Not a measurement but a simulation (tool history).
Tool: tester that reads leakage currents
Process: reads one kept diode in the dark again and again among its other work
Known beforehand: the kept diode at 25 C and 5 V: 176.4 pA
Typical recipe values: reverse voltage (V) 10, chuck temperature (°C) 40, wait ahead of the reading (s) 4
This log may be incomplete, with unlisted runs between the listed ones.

run      day  reverse voltage (V)  chuck temperature (°C)  wait ahead of the reading (s)  current that the tester gives (pA)
  1        0                   10                      40                              4                              775.88
  2    7.758                   10                      40                              4                              776.98
  3   15.467                   10                      40                              4                              777.21
      18.538  -- chuck's temperature calibrated
  4   20.792                   10                      40                              4                              781.71
  5   28.262                   10                      40                              4                              774.06
  6   34.675                   10                      40                              4                              777.42
  7    39.25                   10                      40                              4                              781.39
  8   44.829                   10                      40                            1.8                              780.42
  9   51.112                   10                      40                            1.8                              779.35
 10   57.821                   10                      40                            1.8                              777.57
      60.729  -- probe card cleaned and baked
 11   65.517                   10                      40                            1.8                              778.53
 12   70.367                   10                      40                           0.61                              777.55
      70.958  -- chuck's temperature calibrated
 13   77.633                   10                      40                           0.61                              782.59
 14   81.767                   10                      40                           0.61                              779.95
 15   90.083                  4.3                      40                              4                               540.3
 16   94.554                  1.1                      40                              4                              300.97
 17  101.896                  1.1                      40                              4                              299.75
 18    108.9                   10                      40                           6.18                              775.71
 19  117.329                   10                      40                              4                              779.33
     123.412  -- chuck's temperature calibrated
 20  124.833                   10                      40                              4                              780.07
 21   133.25                  7.7                      40                           4.12                              695.49
 22  140.379                  2.5                      44                              4                              576.04
 23   148.65                  2.3                      40                            6.9                               411.9
 24  155.267                 19.6                      21                           7.01                              227.33
 25  160.412                 19.6                      25                           7.01                              319.35
 26  168.008                 16.9                      27                           0.68                              356.03
 27  173.421                  1.7                      57                           0.52                             1211.39
     175.908  -- chuck's temperature calibrated
 28  180.708                  1.7                      57                           0.52                             1222.41
 29  188.554                  7.2                      40                           0.65                              674.88
 30  195.354                  4.8                      24                              4                               158.8
 31  200.967                  4.8                      37                           1.44                              451.25
 32  204.925                  3.7                      37                           1.68                              403.29
 33  209.354                    4                      37                           3.97                              416.31
 34  217.396                  9.8                      37                           6.69                              610.38
 35  222.512                   12                      37                           0.62                              671.02
 36  227.812                   10                      40                           2.16                              778.53
     228.292  -- chuck's temperature calibrated
 37   234.85                   10                      40                           2.16                              776.19
 38  242.388                  1.5                      40                           3.52                              343.89
 39  247.667                  4.4                      28                              4                              213.63
 40  255.321                  4.4                      28                              4                              213.79

Alternative continuations, all from the tool just after run 40; predict every row:
  A  259.533                   10                      32                           4.01                                   ?
  B  259.533                  4.4                      30                              4                                   ?
  C  259.533                  2.3                      40                           2.02                                   ?

run  current that the tester gives (pA)
  A                              417.63
  B                              250.45
  C                              412.02
The same runs, with their run-to-run variation unchanged, on a tool lacking any hidden condition would have given:
run  current that the tester gives (pA)
  A                              418.25
  B                              250.84
  C                              412.65

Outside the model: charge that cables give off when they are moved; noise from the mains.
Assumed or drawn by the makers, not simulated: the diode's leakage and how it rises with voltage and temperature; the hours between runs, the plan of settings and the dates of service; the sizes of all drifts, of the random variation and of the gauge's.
